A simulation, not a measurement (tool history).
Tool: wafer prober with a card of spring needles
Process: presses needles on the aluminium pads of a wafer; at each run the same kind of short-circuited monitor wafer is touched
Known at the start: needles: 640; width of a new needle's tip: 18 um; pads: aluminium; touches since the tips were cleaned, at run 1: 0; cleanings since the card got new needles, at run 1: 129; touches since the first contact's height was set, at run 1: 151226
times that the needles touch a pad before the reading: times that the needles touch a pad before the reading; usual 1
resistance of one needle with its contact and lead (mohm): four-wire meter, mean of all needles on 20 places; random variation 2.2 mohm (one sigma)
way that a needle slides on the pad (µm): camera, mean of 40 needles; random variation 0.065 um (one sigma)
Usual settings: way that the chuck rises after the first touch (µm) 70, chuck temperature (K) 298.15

run	day	way that the chuck rises after the first touch (µm)	chuck temperature (K)	times that the needles touch a pad before the reading	touches since the tips were cleaned	cleanings since the card got new needles	touches since the first contact's height was set	resistance of one needle with its contact and lead (mohm)	way that a needle slides on the pad (µm)
1	0	70	298.15	1	0	129	151226	263	15.13
# day 0.271: tips cleaned on abrasive film
# day 0.488: tips cleaned on abrasive film
# day 0.704: tips cleaned on abrasive film
# day 0.971: tips cleaned on abrasive film
# day 1.242: tips cleaned on abrasive film
# day 1.458: tips cleaned on abrasive film
# day 1.729: tips cleaned on abrasive film
# day 1.946: tips cleaned on abrasive film
2	2.142	70	298.15	1	3546	137	188956	360	15
# day 2.2: tips cleaned on abrasive film
# day 2.471: tips cleaned on abrasive film
# day 2.742: tips cleaned on abrasive film
# day 3.008: tips cleaned on abrasive film
# day 3.225: tips cleaned on abrasive film
# day 3.4: height of the first contact set anew
# day 3.508: tips cleaned on abrasive film
# day 3.779: tips cleaned on abrasive film
# day 4.05: tips cleaned on abrasive film
3	4.096	70	298.15	1	840	145	12236	301	15.68
# day 4.312: tips cleaned on abrasive film
# day 4.583: tips cleaned on abrasive film
# day 4.8: tips cleaned on abrasive film
# day 5.017: tips cleaned on abrasive film
# day 5.283: tips cleaned on abrasive film
# day 5.554: tips cleaned on abrasive film
# day 5.825: tips cleaned on abrasive film
# day 6.092: tips cleaned on abrasive film
4	6.267	70	298.15	1	3131	153	50502	350	15.6
# day 6.325: tips cleaned on abrasive film
# day 6.596: tips cleaned on abrasive film
# day 6.867: tips cleaned on abrasive film
# day 7.083: tips cleaned on abrasive film
# day 7.35: tips cleaned on abrasive film
5	7.517	70	298.15	1	2973	158	72469	352	15.53
# day 7.575: tips cleaned on abrasive film
# day 7.792: tips cleaned on abrasive film
# day 8.062: tips cleaned on abrasive film
# day 8.333: tips cleaned on abrasive film
# day 8.6: tips cleaned on abrasive film
# day 8.871: tips cleaned on abrasive film
6	9.062	70	298.15	1	3407	164	99619	368	15.27
# day 9.117: tips cleaned on abrasive film
# day 9.388: tips cleaned on abrasive film
# day 9.658: tips cleaned on abrasive film
# day 9.929: tips cleaned on abrasive film
# day 10.146: tips cleaned on abrasive film
# day 10.362: tips cleaned on abrasive film
# day 10.629: tips cleaned on abrasive film
# day 10.846: tips cleaned on abrasive film
# day 11.062: tips cleaned on abrasive film
# day 11.333: tips cleaned on abrasive film
# day 11.55: tips cleaned on abrasive film
7	11.633	70	298.15	1	1455	175	144756	327	15.26
# day 11.796: tips cleaned on abrasive film
# day 12.012: tips cleaned on abrasive film
# day 12.229: tips cleaned on abrasive film
# day 12.496: tips cleaned on abrasive film
# day 12.767: tips cleaned on abrasive film
# day 12.983: tips cleaned on abrasive film
8	13.029	80	298.15	1	814	181	169310	297	17.35
# day 13.246: tips cleaned on abrasive film
# day 13.462: tips cleaned on abrasive film
# day 13.733: tips cleaned on abrasive film
# day 13.95: tips cleaned on abrasive film
# day 14.221: tips cleaned on abrasive film
# day 14.488: tips cleaned on abrasive film
# day 14.758: tips cleaned on abrasive film
9	14.933	80	298.15	1	3099	188	202797	339	17.23
# day 14.988: tips cleaned on abrasive film
# day 15.204: tips cleaned on abrasive film
# day 15.379: height of the first contact set anew
# day 15.488: tips cleaned on abrasive film
# day 15.704: tips cleaned on abrasive film
# day 15.975: tips cleaned on abrasive film
# day 16.192: tips cleaned on abrasive film
# day 16.458: tips cleaned on abrasive film
# day 16.675: tips cleaned on abrasive film
10	16.833	80	298.15	1	2789	196	25580	332	17.91
# day 16.942: tips cleaned on abrasive film
# day 17.158: tips cleaned on abrasive film
# day 17.429: tips cleaned on abrasive film
# day 17.7: tips cleaned on abrasive film
# day 17.917: tips cleaned on abrasive film
# day 18.188: tips cleaned on abrasive film
11	18.342	70	298.15	1	2814	202	52134	366	15.61
# day 18.454: tips cleaned on abrasive film
# day 18.725: tips cleaned on abrasive film
# day 18.938: tips cleaned on abrasive film
# day 19.208: tips cleaned on abrasive film
# day 19.479: tips cleaned on abrasive film
12	19.496	70	298.15	1	307	207	72383	279	15.4
# day 19.712: tips cleaned on abrasive film
# day 19.929: tips cleaned on abrasive film
# day 20.2: tips cleaned on abrasive film
# day 20.467: tips cleaned on abrasive film
# day 20.738: tips cleaned on abrasive film
# day 21.008: tips cleaned on abrasive film
# day 21.279: tips cleaned on abrasive film
# day 21.496: tips cleaned on abrasive film
13	21.542	70	298.15	1	825	215	108342	304	15.27
# day 21.758: tips cleaned on abrasive film
# day 21.975: tips cleaned on abrasive film
# day 22.242: tips cleaned on abrasive film
# day 22.512: tips cleaned on abrasive film
# day 22.729: tips cleaned on abrasive film
# day 22.946: tips cleaned on abrasive film
14	23.058	55	335.15	2	2007	221	135039	359	11.74
# day 23.171: tips cleaned on abrasive film
# day 23.438: tips cleaned on abrasive film
# day 23.708: tips cleaned on abrasive film
# day 23.979: tips cleaned on abrasive film
# day 24.246: tips cleaned on abrasive film
# day 24.517: tips cleaned on abrasive film
# day 24.788: tips cleaned on abrasive film
# day 25.058: tips cleaned on abrasive film
15	25.212	55	335.15	2	2795	229	172966	372	11.77
# day 25.325: tips cleaned on abrasive film
# day 25.542: tips cleaned on abrasive film
# day 25.758: tips cleaned on abrasive film
# day 26.025: tips cleaned on abrasive film
# day 26.296: tips cleaned on abrasive film
# day 26.512: tips cleaned on abrasive film
16	26.7	55	335.15	2	3331	235	199088	396	11.6
# day 26.758: tips cleaned on abrasive film
# day 26.971: tips cleaned on abrasive film
# day 27.242: tips cleaned on abrasive film
# day 27.362: height of the first contact set anew
# day 27.471: tips cleaned on abrasive film
# day 27.742: tips cleaned on abrasive film
# day 28.012: tips cleaned on abrasive film
# day 28.279: tips cleaned on abrasive film
# day 28.55: tips cleaned on abrasive film
# day 28.821: tips cleaned on abrasive film
# day 29.038: tips cleaned on abrasive film
17	29.083	68	335.15	2	854	245	30293	300	15.24
# day 29.3: tips cleaned on abrasive film
# day 29.517: tips cleaned on abrasive film
# day 29.788: tips cleaned on abrasive film
# day 30.058: tips cleaned on abrasive film
# day 30.325: tips cleaned on abrasive film
# day 30.596: tips cleaned on abrasive film
# day 30.812: tips cleaned on abrasive film
# day 31.083: tips cleaned on abrasive film
# day 31.354: tips cleaned on abrasive film
18	31.488	68	335.15	2	2448	254	72624	330	15.1
# day 31.6: tips cleaned on abrasive film
# day 31.871: tips cleaned on abrasive film
# day 32.138: tips cleaned on abrasive film
# day 32.408: tips cleaned on abrasive film
# day 32.625: tips cleaned on abrasive film
# day 32.862: tips cleaned on abrasive film
19	32.862	68	335.15	2	0	260	96749	270	14.81
# day 33.133: tips cleaned on abrasive film
# day 33.404: tips cleaned on abrasive film
# day 33.671: tips cleaned on abrasive film
# day 33.888: tips cleaned on abrasive film
20	33.988	82	300.15	2	1756	264	116546	300	17.93
# day 34.15: tips cleaned on abrasive film
# day 34.367: tips cleaned on abrasive film
# day 34.583: tips cleaned on abrasive film
# day 34.854: tips cleaned on abrasive film
# day 35.125: tips cleaned on abrasive film
# day 35.392: tips cleaned on abrasive film
21	35.55	82	300.15	2	2773	270	144008	312	17.86

Forecast each of these 3 alternatives for the next run:
# day 35.658: tips cleaned on abrasive film
# day 35.929: tips cleaned on abrasive film
# day 36.146: tips cleaned on abrasive film
# day 36.417: tips cleaned on abrasive film
# day 36.683: tips cleaned on abrasive film
# day 36.954: tips cleaned on abrasive film
# day 37.225: tips cleaned on abrasive film
# day 37.492: tips cleaned on abrasive film
A	37.7	74	317.15	1	3668	278	181861	?	?
# day 35.658: tips cleaned on abrasive film
# day 35.929: tips cleaned on abrasive film
# day 36.146: tips cleaned on abrasive film
# day 36.417: tips cleaned on abrasive film
# day 36.683: tips cleaned on abrasive film
# day 36.954: tips cleaned on abrasive film
# day 37.225: tips cleaned on abrasive film
# day 37.492: tips cleaned on abrasive film
B	37.7	82	300.15	2	3668	278	181861	?	?
# day 35.658: tips cleaned on abrasive film
# day 35.929: tips cleaned on abrasive film
# day 36.146: tips cleaned on abrasive film
# day 36.417: tips cleaned on abrasive film
# day 36.683: tips cleaned on abrasive film
# day 36.954: tips cleaned on abrasive film
# day 37.225: tips cleaned on abrasive film
# day 37.492: tips cleaned on abrasive film
C	37.7	70	298.15	1	3668	278	181861	?	?

run	resistance of one needle with its contact and lead (mohm)	way that a needle slides on the pad (µm)
A	399	15.95
B	322	17.73
C	412	15.02
Without the tool's hidden state the same runs would have given:
run	resistance of one needle with its contact and lead (mohm)	way that a needle slides on the pad (µm)
A	259	16.65
B	250	18.43
C	251	15.72
